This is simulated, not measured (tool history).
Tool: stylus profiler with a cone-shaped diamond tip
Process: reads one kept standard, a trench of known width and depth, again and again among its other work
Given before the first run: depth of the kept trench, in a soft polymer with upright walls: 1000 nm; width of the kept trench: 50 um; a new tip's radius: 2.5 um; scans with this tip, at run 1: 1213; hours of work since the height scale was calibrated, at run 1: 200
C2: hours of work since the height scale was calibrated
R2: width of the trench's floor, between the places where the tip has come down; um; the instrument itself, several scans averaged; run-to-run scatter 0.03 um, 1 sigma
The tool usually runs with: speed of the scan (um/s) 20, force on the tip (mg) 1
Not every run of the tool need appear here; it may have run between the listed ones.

{"run": 1, "hour": 0.0, "speed of the scan (um/s)": 20, "force on the tip (mg)": 1, "scans with this tip": 1213, "C2": 200, "depth of the trench (Å)": 10060.6, "R2": 45.79}
{"run": 2, "hour": 46.1, "speed of the scan (um/s)": 20, "force on the tip (mg)": 1, "scans with this tip": 1343, "C2": 222, "depth of the trench (Å)": 10063.4, "R2": 45.79}
{"run": 3, "hour": 102.1, "speed of the scan (um/s)": 20, "force on the tip (mg)": 1, "scans with this tip": 1501, "C2": 248, "depth of the trench (Å)": 10058.3, "R2": 45.76}
{"run": 4, "hour": 146.3, "speed of the scan (um/s)": 20, "force on the tip (mg)": 1, "scans with this tip": 1626, "C2": 269, "depth of the trench (Å)": 10066.2, "R2": 45.86}
{"run": 5, "hour": 186.3, "speed of the scan (um/s)": 20, "force on the tip (mg)": 1, "scans with this tip": 1739, "C2": 287, "depth of the trench (Å)": 10062.1, "R2": 45.88}
{"run": 6, "hour": 233.6, "speed of the scan (um/s)": 20, "force on the tip (mg)": 1, "scans with this tip": 1873, "C2": 309, "depth of the trench (Å)": 10060, "R2": 45.8}
{"run": 7, "hour": 280.1, "speed of the scan (um/s)": 20, "force on the tip (mg)": 1, "scans with this tip": 2004, "C2": 331, "depth of the trench (Å)": 10059.6, "R2": 45.81}
{"run": 8, "hour": 306.7, "speed of the scan (um/s)": 20, "force on the tip (mg)": 1, "scans with this tip": 2079, "C2": 344, "depth of the trench (Å)": 10062.2, "R2": 45.81}
{"run": 9, "hour": 358.3, "speed of the scan (um/s)": 20, "force on the tip (mg)": 1, "scans with this tip": 2225, "C2": 368, "depth of the trench (Å)": 10058.8, "R2": 45.82}
{"run": 10, "hour": 399.7, "speed of the scan (um/s)": 20, "force on the tip (mg)": 1, "scans with this tip": 2342, "C2": 387, "depth of the trench (Å)": 10063.3, "R2": 45.81}
{"run": 11, "hour": 428.1, "speed of the scan (um/s)": 20, "force on the tip (mg)": 0.93, "scans with this tip": 2422, "C2": 400, "depth of the trench (Å)": 10055.7, "R2": 45.79}
{"run": 12, "hour": 479.2, "speed of the scan (um/s)": 20, "force on the tip (mg)": 0.93, "scans with this tip": 2566, "C2": 424, "depth of the trench (Å)": 10057.7, "R2": 45.78}
{"run": 13, "hour": 533.8, "speed of the scan (um/s)": 70, "force on the tip (mg)": 0.93, "scans with this tip": 2721, "C2": 450, "depth of the trench (Å)": 10057.4, "R2": 45.29}
{"run": 14, "hour": 571.7, "speed of the scan (um/s)": 29, "force on the tip (mg)": 1, "scans with this tip": 2828, "C2": 467, "depth of the trench (Å)": 10057.1, "R2": 45.73}
{"run": 15, "hour": 620.2, "speed of the scan (um/s)": 20, "force on the tip (mg)": 2.09, "scans with this tip": 2965, "C2": 490, "depth of the trench (Å)": 10102.9, "R2": 45.86}
{"run": 16, "hour": 664.8, "speed of the scan (um/s)": 20, "force on the tip (mg)": 2.09, "scans with this tip": 3091, "C2": 511, "depth of the trench (Å)": 10100.5, "R2": 45.86}
{"run": 17, "hour": 710.2, "speed of the scan (um/s)": 20, "force on the tip (mg)": 0.85, "scans with this tip": 3219, "C2": 532, "depth of the trench (Å)": 10056.2, "R2": 45.82}
{"run": 18, "hour": 749.0, "speed of the scan (um/s)": 20, "force on the tip (mg)": 2.98, "scans with this tip": 3329, "C2": 550, "depth of the trench (Å)": 10124.9, "R2": 45.86}
{"run": 19, "hour": 772.9, "speed of the scan (um/s)": 20, "force on the tip (mg)": 2.98, "scans with this tip": 3396, "C2": 561, "depth of the trench (Å)": 10125.2, "R2": 45.96}

What does the tool deliver on the next run?
{"run": 20, "hour": 811.2, "speed of the scan (um/s)": 30, "force on the tip (mg)": 2.68, "scans with this tip": 3504, "C2": 579, "depth of the trench (Å)": "?", "R2": "?"}

depth of the trench (Å): 10117.1
R2: 45.81 um
With the hidden condition absent and the run-to-run variation left alone, this run would have shown depth of the trench (Å) 10117, R2 45.81 um.

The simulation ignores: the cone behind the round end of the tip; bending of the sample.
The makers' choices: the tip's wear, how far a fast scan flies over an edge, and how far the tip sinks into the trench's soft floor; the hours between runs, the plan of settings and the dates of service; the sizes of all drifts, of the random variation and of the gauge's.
